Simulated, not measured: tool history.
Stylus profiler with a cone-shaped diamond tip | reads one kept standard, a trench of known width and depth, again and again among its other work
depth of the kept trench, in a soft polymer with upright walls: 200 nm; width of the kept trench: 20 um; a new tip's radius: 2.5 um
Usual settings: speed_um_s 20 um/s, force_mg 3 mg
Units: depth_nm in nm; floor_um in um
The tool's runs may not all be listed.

Run 1, day 0: usual settings. Result: depth_nm 202.83 nm, floor_um 17.93 um.
Run 2, day 1.025: usual settings. Result: depth_nm 202.91 nm, floor_um 17.91 um.
Run 3, day 1.812: usual settings. Result: depth_nm 202.81 nm, floor_um 17.88 um.
Run 4, day 2.575: usual settings. Result: depth_nm 202.95 nm, floor_um 17.85 um.
Run 5, day 3.933: usual settings but speed_um_s 24 um/s. Result: depth_nm 202.76 nm, floor_um 17.87 um.
Run 6, day 4.867: usual settings. Result: depth_nm 203.03 nm, floor_um 17.77 um.
Run 7, day 5.812: usual settings. Result: depth_nm 202.83 nm, floor_um 17.81 um.
Run 8, day 7.329: usual settings. Result: depth_nm 202.96 nm, floor_um 17.73 um.
Run 9, day 8.142: usual settings. Result: depth_nm 202.93 nm, floor_um 17.69 um.
Run 10, day 8.979: usual settings. Result: depth_nm 203.13 nm, floor_um 17.66 um.
Run 11, day 9.675: usual settings. Result: depth_nm 202.89 nm, floor_um 17.68 um.
Run 12, day 10.867: usual settings but speed_um_s 11 um/s, force_mg 4.22 mg. Result: depth_nm 203.55 nm, floor_um 17.7 um.
Run 13, day 11.546: usual settings but speed_um_s 19 um/s, force_mg 1.11 mg. Result: depth_nm 201.61 nm, floor_um 17.61 um.
Run 14, day 12.588: usual settings but speed_um_s 19 um/s, force_mg 1.11 mg. Result: depth_nm 201.64 nm, floor_um 17.59 um.
Run 15, day 13.275: usual settings but speed_um_s 37 um/s, force_mg 3.52 mg. Result: depth_nm 203.19 nm, floor_um 17.59 um.
Run 16, day 14.467: usual settings but speed_um_s 67 um/s, force_mg 1.23 mg. Result: depth_nm 201.74 nm, floor_um 17.4 um.
Run 17, day 15.921: usual settings but speed_um_s 42 um/s, force_mg 1.37 mg. Result: depth_nm 201.93 nm, floor_um 17.41 um.
Run 18, day 16.858: usual settings but speed_um_s 9 um/s, force_mg 6.09 mg. Result: depth_nm 204.86 nm, floor_um 17.53 um.
Run 19, day 18.204: usual settings but speed_um_s 10 um/s, force_mg 5.01 mg. Result: depth_nm 203.92 nm, floor_um 17.48 um.
Run 20, day 19.038: usual settings but speed_um_s 10 um/s, force_mg 5.01 mg. Result: depth_nm 204.16 nm, floor_um 17.5 um.
Run 21, day 19.738: usual settings but speed_um_s 5 um/s, force_mg 3.33 mg. Result: depth_nm 203.31 nm, floor_um 17.46 um.
Run 22, day 20.675: usual settings but speed_um_s 5 um/s, force_mg 3.33 mg. Result: depth_nm 203.29 nm, floor_um 17.48 um.

3 ways to go on from here, each from the tool as it stands after run 22. What would each give?
Run A, day 21.329: usual settings but speed_um_s 9 um/s, force_mg 5.54 mg. Result: depth_nm ?, floor_um ?.
Run B, day 21.329: usual settings but speed_um_s 8 um/s, force_mg 3.96 mg. Result: depth_nm ?, floor_um ?.
Run C, day 21.329: usual settings but speed_um_s 37 um/s. Result: depth_nm ?, floor_um ?.

run  depth_nm  floor_um
  A    204.59     17.46
  B    203.65     17.49
  C    202.86     17.38
Without the tool's hidden state the same runs would have given:
run  depth_nm  floor_um
  A    204.24     18.06
  B     203.3     18.09
  C     202.5     17.97
